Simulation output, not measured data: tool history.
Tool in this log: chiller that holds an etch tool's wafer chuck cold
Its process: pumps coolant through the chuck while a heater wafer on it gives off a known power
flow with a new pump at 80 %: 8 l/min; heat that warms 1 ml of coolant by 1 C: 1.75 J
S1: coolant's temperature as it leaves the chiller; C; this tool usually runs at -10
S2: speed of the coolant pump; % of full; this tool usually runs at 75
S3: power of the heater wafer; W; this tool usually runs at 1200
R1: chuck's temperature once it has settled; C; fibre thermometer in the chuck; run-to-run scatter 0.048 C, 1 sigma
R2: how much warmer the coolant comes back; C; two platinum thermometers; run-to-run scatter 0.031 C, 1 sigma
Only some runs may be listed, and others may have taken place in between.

run	hour	S1	S2	S3	R1	R2
1	0	-10	75	1200	-0.72	5.6
2	23.5	-10	75	1200	-0.71	5.52
3	38.7	-10	75	1200	-0.75	5.58
4	56.5	-11	75	1200	-1.78	5.5
5	72.6	-10	75	1200	-0.78	5.54
6	102.8	-10	75	1200	-0.83	5.55
7	116.3	-10	75	1200	-0.88	5.58
8	138.6	-10	75	1200	-0.9	5.56
9	166.9	-10	80	1200	-1.31	5.2
10	195.6	-10	80	1200	-1.25	5.17

Estimate the outcome of run 11 from the log above:
11	215.9	-6	64	907	?	?

{"run 11": {"R1": 1.95, "R2": 5}}
With no hidden state in the tool, this same run would have given R1 1.95 C, R2 4.93 C.
